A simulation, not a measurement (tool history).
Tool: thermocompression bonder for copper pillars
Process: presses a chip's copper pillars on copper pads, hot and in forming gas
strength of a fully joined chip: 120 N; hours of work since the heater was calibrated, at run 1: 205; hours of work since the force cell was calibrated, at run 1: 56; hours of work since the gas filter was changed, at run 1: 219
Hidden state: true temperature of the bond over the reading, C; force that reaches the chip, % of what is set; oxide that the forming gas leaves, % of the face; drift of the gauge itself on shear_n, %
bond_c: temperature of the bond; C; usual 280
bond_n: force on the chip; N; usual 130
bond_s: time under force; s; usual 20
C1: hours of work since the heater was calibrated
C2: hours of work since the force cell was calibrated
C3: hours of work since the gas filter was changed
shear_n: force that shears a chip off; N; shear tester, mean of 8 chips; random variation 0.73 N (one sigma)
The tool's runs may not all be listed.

Run 1, hour 0.0: usual settings; C1 205; C2 56; C3 219. Result: shear_n 50.8 N.
Run 2, hour 13.0: usual settings; C1 215; C2 66; C3 229. Result: shear_n 49.3 N.
Run 3, hour 23.3: usual settings but bond_s 10 s; C1 223; C2 74; C3 237. Result: shear_n 37.6 N.
Run 4, hour 31.3: usual settings but bond_s 10 s; C1 230; C2 81; C3 243. Result: shear_n 38.0 N.
Run 5, hour 41.7: usual settings but bond_s 10 s; C1 238; C2 89; C3 252. Result: shear_n 38.8 N.
Run 6, hour 50.8: usual settings but bond_c 260 C, bond_s 10 s; C1 245; C2 96; C3 259. Result: shear_n 30.3 N.
Run 7, hour 59.2: usual settings but bond_c 260 C, bond_s 10 s; C1 252; C2 103; C3 266. Result: shear_n 30.2 N.
Run 8, hour 68.6: usual settings; C1 259; C2 110; C3 273. Result: shear_n 49.4 N.
At hour 71.8: heater calibrated with a thermocouple chip.
Run 9, hour 75.9: usual settings; C1 3; C2 115; C3 277. Result: shear_n 47.1 N.
Run 10, hour 85.1: usual settings; C1 11; C2 122; C3 285. Result: shear_n 47.9 N.
At hour 89.7: forming gas filter changed.
Run 11, hour 92.8: usual settings but bond_n 95 N; C1 16; C2 128; C3 2. Result: shear_n 42.1 N.
Run 12, hour 105.5: usual settings but bond_c 296 C; C1 26; C2 138; C3 13. Result: shear_n 63.0 N.
Run 13, hour 116.2: usual settings but bond_c 296 C; C1 35; C2 146; C3 21. Result: shear_n 61.6 N.
At hour 123.3: heater calibrated with a thermocouple chip, once more.
Run 14, hour 129.3: usual settings but bond_c 296 C; C1 5; C2 155; C3 30. Result: shear_n 63.4 N.
Run 15, hour 134.7: usual settings but bond_n 86 N, bond_s 51 s; C1 9; C2 159; C3 34. Result: shear_n 55.4 N.
Run 16, hour 146.8: usual settings but bond_n 86 N, bond_s 51 s; C1 19; C2 169; C3 44. Result: shear_n 54.5 N.
Run 17, hour 152.2: usual settings but bond_n 86 N, bond_s 51 s; C1 23; C2 173; C3 48. Result: shear_n 55.6 N.

The next listed run, before its measurement:
Run 18, hour 160.8: usual settings but bond_n 85 N, bond_s 51 s; C1 30; C2 180; C3 55. Result: shear_n ?.

shear_n: 55.2 N
Without the tool's hidden state the same run would have given shear_n 55.6 N.
